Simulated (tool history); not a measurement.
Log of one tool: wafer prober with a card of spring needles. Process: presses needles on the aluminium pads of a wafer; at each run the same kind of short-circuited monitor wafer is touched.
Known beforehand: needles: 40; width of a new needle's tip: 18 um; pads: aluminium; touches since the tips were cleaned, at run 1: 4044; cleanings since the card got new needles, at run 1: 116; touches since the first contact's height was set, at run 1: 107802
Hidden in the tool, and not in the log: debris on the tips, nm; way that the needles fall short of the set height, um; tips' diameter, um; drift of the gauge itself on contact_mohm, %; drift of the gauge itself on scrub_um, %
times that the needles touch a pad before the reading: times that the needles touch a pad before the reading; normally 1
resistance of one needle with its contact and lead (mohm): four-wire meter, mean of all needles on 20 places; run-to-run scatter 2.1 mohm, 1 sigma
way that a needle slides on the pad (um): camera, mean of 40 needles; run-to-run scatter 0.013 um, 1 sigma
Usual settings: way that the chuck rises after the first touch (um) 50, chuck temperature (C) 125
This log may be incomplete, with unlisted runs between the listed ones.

| run | hour | way that the chuck rises after the first touch (um) | chuck temperature (C) | times that the needles touch a pad before the reading | touches since the tips were cleaned | cleanings since the card got new needles | touches since the first contact's height was set | resistance of one needle with its contact and lead (mohm) | way that a needle slides on the pad (um) |
|---|---|---|---|---|---|---|---|---|---|
| 1 | 0 | 50 | 125 | 1 | 4044 | 116 | 107802 | 525 | 10.16 |
|  | 5.6 | tips cleaned on abrasive film |
|  | 16.7 | tips cleaned on abrasive film |
|  | 27.8 | tips cleaned on abrasive film |
|  | 38.9 | tips cleaned on abrasive film |
| 2 | 49.7 | 50 | 78 | 1 | 5481 | 120 | 132651 | 570 | 10.1 |
|  | 52.6 | tips cleaned on abrasive film |
|  | 66.4 | tips cleaned on abrasive film |
|  | 77.5 | tips cleaned on abrasive film |
|  | 91.3 | tips cleaned on abrasive film |
|  | 97.1 | height of the first contact set anew |
| 3 | 99.6 | 50 | 78 | 1 | 4002 | 124 | 1235 | 521 | 10.34 |
|  | 105.2 | tips cleaned on abrasive film |
|  | 116.3 | tips cleaned on abrasive film |
|  | 130.1 | tips cleaned on abrasive film |
|  | 141.2 | tips cleaned on abrasive film |
| 4 | 151.4 | 50 | 78 | 1 | 5157 | 128 | 27144 | 548 | 10.3 |
|  | 154.3 | tips cleaned on abrasive film |
|  | 165.3 | tips cleaned on abrasive film |
|  | 176.4 | tips cleaned on abrasive film |
| 5 | 186.1 | 55 | 78 | 1 | 4871 | 131 | 44466 | 487 | 11.3 |
|  | 189 | tips cleaned on abrasive film |
|  | 200 | tips cleaned on abrasive film |
|  | 211.1 | tips cleaned on abrasive film |
| 6 | 217.1 | 55 | 78 | 1 | 2988 | 134 | 59905 | 457 | 11.27 |
|  | 222.6 | tips cleaned on abrasive film |
|  | 233.7 | tips cleaned on abrasive film |
|  | 244.8 | tips cleaned on abrasive film |
|  | 255.9 | tips cleaned on abrasive film |
|  | 269.7 | tips cleaned on abrasive film |
|  | 282.8 | tips cleaned on abrasive film |
| 7 | 282.8 | 55 | 88 | 1 | 0 | 140 | 92715 | 250 | 11.22 |
|  | 293.9 | tips cleaned on abrasive film |
|  | 307.7 | tips cleaned on abrasive film |
|  | 321.5 | tips cleaned on abrasive film |
| 8 | 327 | 50 | 100 | 3 | 2728 | 143 | 114811 | 321 | 10.12 |
|  | 335.3 | tips cleaned on abrasive film |
|  | 346.4 | tips cleaned on abrasive film |
|  | 357.5 | tips cleaned on abrasive film |
|  | 368.6 | tips cleaned on abrasive film |
|  | 382.4 | tips cleaned on abrasive film |
| 9 | 383.4 | 39 | 88 | 1 | 493 | 148 | 142973 | 403 | 7.8 |
|  | 394.5 | tips cleaned on abrasive film |
|  | 405.5 | tips cleaned on abrasive film |
|  | 408.6 | height of the first contact set anew |
|  | 416.9 | tips cleaned on abrasive film |
|  | 430.8 | tips cleaned on abrasive film |
|  | 441.8 | tips cleaned on abrasive film |
|  | 453.7 | tips cleaned on abrasive film |
| 10 | 453.7 | 39 | 58 | 3 | 0 | 154 | 22530 | 243 | 8.02 |
|  | 464.8 | tips cleaned on abrasive film |
|  | 478.6 | tips cleaned on abrasive film |
|  | 492.5 | tips cleaned on abrasive film |
|  | 503.6 | tips cleaned on abrasive film |
|  | 514.6 | tips cleaned on abrasive film |
| 11 | 524.7 | 65 | 125 | 2 | 5063 | 159 | 58029 | 349 | 13.37 |
|  | 527.5 | tips cleaned on abrasive film |
|  | 538.6 | tips cleaned on abrasive film |
|  | 552.5 | tips cleaned on abrasive film |
|  | 563.5 | tips cleaned on abrasive film |
|  | 575.1 | tips cleaned on abrasive film |
| 12 | 575.1 | 50 | 125 | 2 | 0 | 164 | 83187 | 255 | 10.18 |
|  | 589 | tips cleaned on abrasive film |
|  | 600.1 | tips cleaned on abrasive film |
|  | 613.9 | tips cleaned on abrasive film |
|  | 625 | tips cleaned on abrasive film |
|  | 636.1 | tips cleaned on abrasive film |
| 13 | 646.3 | 50 | 125 | 2 | 5140 | 169 | 118762 | 432 | 10.15 |

Below are 4 alternative next runs, each starting from the tool's condition after run 13. Predict each:
|  | 649.1 | tips cleaned on abrasive film |
|  | 662.9 | tips cleaned on abrasive film |
|  | 674 | tips cleaned on abrasive film |
|  | 685.1 | tips cleaned on abrasive film |
|  | 696.2 | tips cleaned on abrasive film |
| A | 699.3 | 46 | 90 | 1 | 1542 | 174 | 145206 | ? | ? |
|  | 649.1 | tips cleaned on abrasive film |
|  | 662.9 | tips cleaned on abrasive film |
|  | 674 | tips cleaned on abrasive film |
|  | 685.1 | tips cleaned on abrasive film |
|  | 696.2 | tips cleaned on abrasive film |
| B | 699.3 | 50 | 40 | 1 | 1542 | 174 | 145206 | ? | ? |
|  | 649.1 | tips cleaned on abrasive film |
|  | 662.9 | tips cleaned on abrasive film |
|  | 674 | tips cleaned on abrasive film |
|  | 685.1 | tips cleaned on abrasive film |
|  | 696.2 | tips cleaned on abrasive film |
| C | 699.3 | 50 | 125 | 1 | 1542 | 174 | 145206 | ? | ? |
|  | 649.1 | tips cleaned on abrasive film |
|  | 662.9 | tips cleaned on abrasive film |
|  | 674 | tips cleaned on abrasive film |
|  | 685.1 | tips cleaned on abrasive film |
|  | 696.2 | tips cleaned on abrasive film |
| D | 699.3 | 50 | 41 | 2 | 1542 | 174 | 145206 | ? | ? |

| run | resistance of one needle with its contact and lead (mohm) | way that a needle slides on the pad (um) |
|---|---|---|
| A | 461 | 9.27 |
| B | 423 | 10.08 |
| C | 412 | 10.1 |
| D | 341 | 10.09 |
Stripped of hidden state, with their random variation kept, the same runs would have yielded:
| run | resistance of one needle with its contact and lead (mohm) | way that a needle slides on the pad (um) |
|---|---|---|
| A | 236 | 9.53 |
| B | 217 | 10.33 |
| C | 235 | 10.35 |
| D | 217 | 10.35 |
